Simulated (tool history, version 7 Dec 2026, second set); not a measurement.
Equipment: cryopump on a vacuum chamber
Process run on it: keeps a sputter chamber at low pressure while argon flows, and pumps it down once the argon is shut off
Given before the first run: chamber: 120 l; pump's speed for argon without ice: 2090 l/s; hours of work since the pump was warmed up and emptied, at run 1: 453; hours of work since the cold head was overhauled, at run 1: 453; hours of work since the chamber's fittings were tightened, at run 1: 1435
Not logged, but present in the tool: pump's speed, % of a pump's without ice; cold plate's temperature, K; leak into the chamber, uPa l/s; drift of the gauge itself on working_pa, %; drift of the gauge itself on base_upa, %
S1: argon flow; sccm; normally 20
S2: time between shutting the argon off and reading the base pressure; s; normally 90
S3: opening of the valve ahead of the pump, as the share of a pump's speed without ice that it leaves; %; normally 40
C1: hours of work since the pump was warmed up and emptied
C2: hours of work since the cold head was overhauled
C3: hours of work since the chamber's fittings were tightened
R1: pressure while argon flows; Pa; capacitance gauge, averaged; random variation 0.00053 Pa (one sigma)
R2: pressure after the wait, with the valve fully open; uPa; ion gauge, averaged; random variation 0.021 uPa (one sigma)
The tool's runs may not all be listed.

Run 1, hour 0: usual settings; C1 453; C2 453; C3 1435. Result: R1 0.0437 Pa, R2 0.93 uPa.
Run 2, hour 11: usual settings; C1 461; C2 461; C3 1443. Result: R1 0.043 Pa, R2 0.94 uPa.
Run 3, hour 22.4: usual settings; C1 469; C2 469; C3 1451. Result: R1 0.044 Pa, R2 0.98 uPa.
Run 4, hour 36.6: usual settings; C1 480; C2 480; C3 1462. Result: R1 0.044 Pa, R2 0.95 uPa.
Run 5, hour 56.6: usual settings; C1 494; C2 494; C3 1476. Result: R1 0.0437 Pa, R2 0.94 uPa.
Run 6, hour 74.9: usual settings; C1 507; C2 507; C3 1489. Result: R1 0.0438 Pa, R2 0.94 uPa.
Run 7, hour 87.3: usual settings; C1 516; C2 516; C3 1498. Result: R1 0.0447 Pa, R2 0.99 uPa.
Run 8, hour 98.1: usual settings; C1 524; C2 524; C3 1506. Result: R1 0.0447 Pa, R2 0.98 uPa.
Run 9, hour 110: usual settings; C1 533; C2 533; C3 1515. Result: R1 0.0439 Pa, R2 0.93 uPa.
Run 10, hour 122.3: usual settings; C1 542; C2 542; C3 1524. Result: R1 0.0441 Pa, R2 0.99 uPa.
Run 11, hour 132.3: usual settings; C1 549; C2 549; C3 1531. Result: R1 0.0444 Pa, R2 1.02 uPa.
Run 12, hour 141: usual settings but S2 195 s; C1 555; C2 555; C3 1537. Result: R1 0.0447 Pa, R2 0.91 uPa.
Run 13, hour 159.2: usual settings but S2 195 s; C1 568; C2 568; C3 1550. Result: R1 0.0456 Pa, R2 0.95 uPa.
Run 14, hour 170.8: usual settings; C1 577; C2 577; C3 1559. Result: R1 0.0443 Pa, R2 1.02 uPa.
Run 15, hour 186: usual settings but S2 23 s; C1 588; C2 588; C3 1570. Result: R1 0.0455 Pa, R2 1.56 uPa.
Run 16, hour 203.1: usual settings but S2 23 s; C1 600; C2 600; C3 1582. Result: R1 0.0444 Pa, R2 1.61 uPa.
Run 17, hour 213.4: usual settings; C1 607; C2 607; C3 1589. Result: R1 0.0443 Pa, R2 1.04 uPa.
Run 18, hour 223.5: usual settings; C1 615; C2 615; C3 1597. Result: R1 0.0453 Pa, R2 1.06 uPa.
Run 19, hour 235.4: usual settings but S1 17 sccm, S2 35 s, S3 19 %; C1 623; C2 623; C3 1605. Result: R1 0.0757 Pa, R2 1.35 uPa.
Run 20, hour 243.7: usual settings but S1 12 sccm, S2 41 s, S3 47 %; C1 629; C2 629; C3 1611. Result: R1 0.0236 Pa, R2 1.24 uPa.
Run 21, hour 259.3: usual settings but S1 35 sccm, S2 38 s, S3 21 %; C1 641; C2 641; C3 1623. Result: R1 0.1447 Pa, R2 1.38 uPa.
Run 22, hour 268.1: usual settings but S1 15 sccm, S2 154 s; C1 647; C2 647; C3 1629. Result: R1 0.0343 Pa, R2 1 uPa.
Run 23, hour 276.7: usual settings but S1 23 sccm, S2 163 s, S3 34 %; C1 653; C2 653; C3 1635. Result: R1 0.0609 Pa, R2 1 uPa.
Run 24, hour 286.1: usual settings but S1 11 sccm, S2 23 s, S3 30 %; C1 660; C2 660; C3 1642. Result: R1 0.0323 Pa, R2 1.62 uPa.
Run 25, hour 296.8: usual settings but S1 8 sccm, S3 28 %; C1 668; C2 668; C3 1650. Result: R1 0.0252 Pa, R2 1.11 uPa.
Run 26, hour 314: usual settings but S1 13 sccm, S2 233 s; C1 680; C2 680; C3 1662. Result: R1 0.0302 Pa, R2 0.96 uPa.
Run 27, hour 323.8: usual settings but S1 11 sccm, S2 115 s; C1 687; C2 687; C3 1669. Result: R1 0.0245 Pa, R2 1.1 uPa.
Run 28, hour 342.4: usual settings but S1 11 sccm, S2 115 s; C1 701; C2 701; C3 1683. Result: R1 0.0259 Pa, R2 1.08 uPa.
Run 29, hour 356: usual settings but S1 11 sccm, S3 23 %; C1 710; C2 710; C3 1693. Result: R1 0.0421 Pa, R2 1.13 uPa.
Run 30, hour 366.3: usual settings but S1 11 sccm, S3 23 %; C1 718; C2 718; C3 1700. Result: R1 0.0421 Pa, R2 1.12 uPa.
Run 31, hour 377.6: usual settings but S1 33 sccm, S3 44 %; C1 726; C2 726; C3 1708. Result: R1 0.0699 Pa, R2 1.1 uPa.
Run 32, hour 393.3: usual settings but S2 86 s, S3 44 %; C1 738; C2 738; C3 1720. Result: R1 0.0428 Pa, R2 1.16 uPa.
Run 33, hour 407.2: usual settings but S1 10 sccm, S2 81 s, S3 23 %; C1 748; C2 748; C3 1730. Result: R1 0.0384 Pa, R2 1.17 uPa.
Run 34, hour 422.8: usual settings but S1 9 sccm, S2 139 s, S3 30 %; C1 759; C2 759; C3 1741. Result: R1 0.0265 Pa, R2 1.11 uPa.
Run 35, hour 437.9: usual settings but S1 9 sccm, S2 139 s, S3 30 %; C1 770; C2 770; C3 1752. Result: R1 0.0282 Pa, R2 1.09 uPa.

Below are 3 alternative next runs, each starting from the tool's condition after run 35. Predict each:
Run A, hour 450.7: usual settings but S1 9 sccm, S2 44 s, S3 18 %; C1 779; C2 779; C3 1761. Result: R1 ?, R2 ?.
Run B, hour 450.7: usual settings but S1 9 sccm, S2 139 s, S3 49 %; C1 779; C2 779; C3 1761. Result: R1 ?, R2 ?.
Run C, hour 450.7: usual settings but S1 9 sccm, S2 139 s, S3 41 %; C1 779; C2 779; C3 1761. Result: R1 ?, R2 ?.

run      R1    R2
  A  0.0438  1.34
  B  0.0186  1.13
  C  0.0207  1.14
Stripped of hidden state, with their random variation kept, the same runs would have yielded:
run      R1    R2
  A  0.0409  0.48
  B  0.0156  0.28
  C  0.0178  0.26
